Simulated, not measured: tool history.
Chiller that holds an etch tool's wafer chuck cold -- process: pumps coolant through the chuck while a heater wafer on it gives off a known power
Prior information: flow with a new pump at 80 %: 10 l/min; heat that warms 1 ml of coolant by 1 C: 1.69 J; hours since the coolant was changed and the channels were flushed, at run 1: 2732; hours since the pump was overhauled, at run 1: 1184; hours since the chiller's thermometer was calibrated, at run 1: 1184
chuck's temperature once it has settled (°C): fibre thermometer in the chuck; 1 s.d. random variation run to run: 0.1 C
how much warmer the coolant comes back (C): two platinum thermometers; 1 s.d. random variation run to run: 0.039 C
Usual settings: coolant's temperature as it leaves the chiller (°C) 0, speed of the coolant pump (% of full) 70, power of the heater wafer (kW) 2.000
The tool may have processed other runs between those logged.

| run | hour | coolant's temperature as it leaves the chiller (°C) | speed of the coolant pump (% of full) | power of the heater wafer (kW) | hours since the coolant was changed and the channels were flushed | hours since the pump was overhauled | hours since the chiller's thermometer was calibrated | chuck's temperature once it has settled (°C) | how much warmer the coolant comes back (C) |
|---|---|---|---|---|---|---|---|---|---|
| 1 | 0.0 | 0 | 70 | 2.000 | 2732 | 1184 | 1184 | 17.6 | 8.26 |
| 2 | 29.1 | 0 | 70 | 1.416 | 2761 | 1213 | 1213 | 12.5 | 5.80 |
| 3 | 47.8 | 0 | 60 | 2.000 | 2780 | 1232 | 1232 | 19.7 | 9.63 |
| 4 | 66.1 | 0 | 60 | 2.000 | 2798 | 1250 | 1250 | 19.7 | 9.60 |
| 5 | 97.1 | 0 | 70 | 2.000 | 2829 | 1281 | 1281 | 17.7 | 8.28 |
| 6 | 124.5 | 0 | 70 | 2.000 | 2857 | 1308 | 1308 | 17.8 | 8.24 |
| 7 | 140.7 | 0 | 70 | 1.011 | 2873 | 1325 | 1325 | 9.0 | 4.16 |
| 8 | 163.1 | 8 | 70 | 1.011 | 2895 | 1347 | 1347 | 17.1 | 4.16 |
| 9 | 179.8 | 8 | 70 | 1.011 | 2912 | 1364 | 1364 | 16.9 | 4.16 |
| 10 | 198.6 | 8 | 70 | 1.011 | 2931 | 1382 | 1382 | 17.0 | 4.23 |
| 11 | 221.8 | 8 | 70 | 1.011 | 2954 | 1406 | 1406 | 17.1 | 4.15 |
| 12 | 243.8 | 8 | 70 | 1.011 | 2976 | 1428 | 1428 | 16.9 | 4.19 |
| 13 | 257.6 | 0 | 84 | 2.000 | 2990 | 1442 | 1442 | 15.7 | 6.92 |
| 14 | 273.0 | 0 | 84 | 2.027 | 3005 | 1457 | 1457 | 16.1 | 6.98 |
| 15 | 299.6 | 0 | 84 | 2.027 | 3032 | 1483 | 1483 | 16.0 | 7.13 |
| 16 | 327.4 | 0 | 90 | 2.000 | 3060 | 1511 | 1511 | 15.2 | 6.53 |
| 17 | 346.5 | 1 | 84 | 2.000 | 3079 | 1530 | 1530 | 16.7 | 7.01 |
| 18 | 378.4 | 1 | 84 | 2.000 | 3111 | 1562 | 1562 | 16.7 | 6.97 |
| 19 | 404.5 | 1 | 84 | 1.379 | 3137 | 1588 | 1588 | 11.8 | 4.84 |
| 20 | 430.9 | -3 | 63 | 1.925 | 3163 | 1615 | 1615 | 15.4 | 8.90 |
| 21 | 446.2 | 4 | 76 | 2.777 | 3178 | 1630 | 1630 | 27.6 | 10.70 |
| 22 | 460.3 | 4 | 76 | 2.777 | 3193 | 1644 | 1644 | 27.4 | 10.70 |
| 23 | 485.9 | 0 | 67 | 2.000 | 3218 | 1670 | 1670 | 18.4 | 8.80 |
| 24 | 501.2 | 3 | 70 | 1.270 | 3234 | 1685 | 1685 | 14.6 | 5.32 |
| 25 | 532.8 | 3 | 70 | 1.270 | 3265 | 1717 | 1717 | 14.4 | 5.29 |
| 26 | 564.2 | 0 | 70 | 1.287 | 3297 | 1748 | 1748 | 11.6 | 5.35 |
| 27 | 590.5 | 1 | 84 | 1.532 | 3323 | 1774 | 1774 | 13.1 | 5.33 |
| 28 | 622.1 | -9 | 98 | 1.660 | 3354 | 1806 | 1806 | 3.0 | 5.06 |
| 29 | 636.6 | 0 | 87 | 1.664 | 3369 | 1820 | 1820 | 13.0 | 5.70 |
| 30 | 663.7 | 0 | 87 | 1.664 | 3396 | 1848 | 1848 | 13.2 | 5.64 |
| 31 | 692.8 | 0 | 61 | 1.300 | 3425 | 1877 | 1877 | 13.1 | 6.22 |

Results for each run, recomputed without the tool's hidden state and with each run's random variation untouched:
Hidden conditions of the tool in this case: heat passed by the chuck's channels, % of clean ones'; flow at a given pump speed, % of a new pump's; coolant's true temperature over the reading, C; drift of the gauge itself on chuck_c, C; drift of the gauge itself on warmer_back_c, C.
| run | chuck's temperature once it has settled (°C) | how much warmer the coolant comes back (C) |
|---|---|---|
| 1 | 16.8 | 8.09 |
| 2 | 11.8 | 5.67 |
| 3 | 18.7 | 9.42 |
| 4 | 18.7 | 9.39 |
| 5 | 16.8 | 8.09 |
| 6 | 16.8 | 8.04 |
| 7 | 8.4 | 4.06 |
| 8 | 16.6 | 4.06 |
| 9 | 16.3 | 4.06 |
| 10 | 16.5 | 4.12 |
| 11 | 16.5 | 4.05 |
| 12 | 16.4 | 4.08 |
| 13 | 14.8 | 6.74 |
| 14 | 15.1 | 6.80 |
| 15 | 15.0 | 6.94 |
| 16 | 14.3 | 6.35 |
| 17 | 15.7 | 6.81 |
| 18 | 15.8 | 6.77 |
| 19 | 11.1 | 4.70 |
| 20 | 14.3 | 8.64 |
| 21 | 26.2 | 10.38 |
| 22 | 26.0 | 10.38 |
| 23 | 17.2 | 8.53 |
| 24 | 13.8 | 5.16 |
| 25 | 13.6 | 5.12 |
| 26 | 10.8 | 5.18 |
| 27 | 12.3 | 5.16 |
| 28 | 2.1 | 4.90 |
| 29 | 12.1 | 5.51 |
| 30 | 12.2 | 5.45 |
| 31 | 12.1 | 6.01 |

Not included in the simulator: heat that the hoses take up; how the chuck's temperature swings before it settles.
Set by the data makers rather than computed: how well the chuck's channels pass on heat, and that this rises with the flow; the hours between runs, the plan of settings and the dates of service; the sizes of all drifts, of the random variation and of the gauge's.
